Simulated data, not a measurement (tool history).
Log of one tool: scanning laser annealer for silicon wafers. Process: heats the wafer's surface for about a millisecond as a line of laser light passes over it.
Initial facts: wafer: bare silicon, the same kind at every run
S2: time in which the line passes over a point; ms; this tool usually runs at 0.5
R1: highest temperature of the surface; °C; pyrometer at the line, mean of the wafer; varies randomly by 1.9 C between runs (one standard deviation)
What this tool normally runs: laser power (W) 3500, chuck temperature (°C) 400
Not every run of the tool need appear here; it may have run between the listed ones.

Run 1, hour 0: usual settings. Result: R1 1154 °C.
Run 2, hour 68.2: usual settings but chuck temperature (°C) 367. Result: R1 1118 °C.
Run 3, hour 122.8: usual settings but chuck temperature (°C) 367. Result: R1 1114 °C.
Run 4, hour 172.6: usual settings but chuck temperature (°C) 367. Result: R1 1108 °C.
Run 5, hour 220.1: usual settings but chuck temperature (°C) 367. Result: R1 1104 °C.
At hour 235.5: window over the wafer cleaned.
Run 6, hour 286.7: usual settings but chuck temperature (°C) 367. Result: R1 1130 °C.
Run 7, hour 351.9: usual settings but chuck temperature (°C) 367. Result: R1 1130 °C.
Run 8, hour 416.6: usual settings. Result: R1 1155 °C.
Run 9, hour 452.8: usual settings. Result: R1 1154 °C.
Run 10, hour 511.5: usual settings. Result: R1 1147 °C.
Run 11, hour 550.5: usual settings. Result: R1 1143 °C.
Run 12, hour 607: usual settings. Result: R1 1140 °C.
Run 13, hour 638.8: usual settings but laser power (W) 3418. Result: R1 1119 °C.
Run 14, hour 677.9: usual settings but laser power (W) 3418. Result: R1 1117 °C.
At hour 689.5: window over the wafer cleaned.
Run 15, hour 726.4: usual settings but laser power (W) 3418. Result: R1 1149 °C.
Run 16, hour 785.1: usual settings but laser power (W) 3418. Result: R1 1138 °C.
Run 17, hour 826.3: usual settings but laser power (W) 3418. Result: R1 1138 °C.
Run 18, hour 855.7: usual settings but chuck temperature (°C) 419. Result: R1 1173 °C.
Run 19, hour 919.6: usual settings but S2 0.399 ms. Result: R1 1080 °C.
Run 20, hour 956: usual settings. Result: R1 1148 °C.
Run 21, hour 1028.3: usual settings. Result: R1 1145 °C.
Run 22, hour 1097.7: usual settings but laser power (W) 3095, S2 0.514 ms, chuck temperature (°C) 391. Result: R1 1046 °C.
At hour 1140.5: window over the wafer cleaned.
Run 23, hour 1140.5: usual settings but laser power (W) 3095, S2 0.514 ms, chuck temperature (°C) 391. Result: R1 1071 °C.
Run 24, hour 1211.1: usual settings but S2 0.378 ms. Result: R1 1071 °C.
Run 25, hour 1242.5: usual settings but S2 0.378 ms. Result: R1 1068 °C.
At hour 1277.3: optics aligned, line set to its width.
Run 26, hour 1297.9: usual settings but laser power (W) 3237, S2 0.378 ms. Result: R1 1023 °C.
Run 27, hour 1352.3: usual settings but laser power (W) 3690. Result: R1 1206 °C.
Run 28, hour 1425.3: usual settings but laser power (W) 3241, S2 0.59 ms, chuck temperature (°C) 423. Result: R1 1174 °C.
Run 29, hour 1496.1: usual settings but laser power (W) 3745, S2 0.388 ms, chuck temperature (°C) 380. Result: R1 1096 °C.

Run 30, settings as shown, results not yet in. Your forecast:
Run 30, hour 1540.9: usual settings but laser power (W) 3089, S2 0.492 ms, chuck temperature (°C) 434. Result: R1 ?.

Logged for run 30: R1 1086 °C.
The same run, on a tool lacking any hidden state, would have yielded R1 1110 °C.

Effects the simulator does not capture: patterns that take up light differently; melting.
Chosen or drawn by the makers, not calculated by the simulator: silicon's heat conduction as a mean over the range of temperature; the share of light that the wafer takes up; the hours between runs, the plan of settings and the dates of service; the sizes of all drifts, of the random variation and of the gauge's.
